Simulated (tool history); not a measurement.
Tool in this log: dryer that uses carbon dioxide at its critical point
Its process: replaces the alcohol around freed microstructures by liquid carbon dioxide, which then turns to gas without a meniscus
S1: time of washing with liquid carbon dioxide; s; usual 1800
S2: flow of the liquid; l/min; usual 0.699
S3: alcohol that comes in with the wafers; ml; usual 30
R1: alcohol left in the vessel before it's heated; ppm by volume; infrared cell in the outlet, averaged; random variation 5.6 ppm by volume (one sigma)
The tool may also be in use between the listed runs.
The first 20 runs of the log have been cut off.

run 21 hour=247.1 | S1=1200 S2=1.181 S3=73 | R1=263
run 22 hour=254.8 | S1=1800 S2=0.527 S3=30 | R1=509
run 23 hour=267.1 | S1=2160 S2=0.774 S3=57 | R1=130
run 24 hour=277.1 | S1=2160 S2=0.774 S3=57 | R1=133
run 25 hour=284.1 | S1=2160 S2=0.774 S3=57 | R1=119
run 26 hour=293.8 | S1=2160 S2=0.774 S3=23 | R1=80
run 27 hour=303.4 | S1=1080 S2=1.077 S3=112 | R1=871
run 28 hour=313.7 | S1=1800 S2=0.699 S3=34 | R1=239
run 29 hour=326.3 | S1=1800 S2=0.699 S3=114 | R1=736
run 30 hour=342.0 | S1=1800 S2=0.699 S3=114 | R1=741
run 31 hour=352.4 | S1=1380 S2=0.841 S3=23 | R1=194

Predict each of these 5 candidate next runs independently; none follows another, all start after run 31:
run A hour=369.5 | S1=1320 S2=0.577 S3=31 | R1=?
run B hour=369.5 | S1=1380 S2=0.974 S3=23 | R1=?
run C hour=369.5 | S1=1800 S2=0.693 S3=104 | R1=?
run D hour=369.5 | S1=2520 S2=0.420 S3=81 | R1=?
run E hour=369.5 | S1=2220 S2=0.705 S3=33 | R1=?

run=A R1=923
run=B R1=132
run=C R1=701
run=D R1=1065
run=E R1=116
Without the tool's hidden state the same runs would have given:
run=A R1=811
run=B R1=88
run=C R1=571
run=D R1=905
run=E R1=74
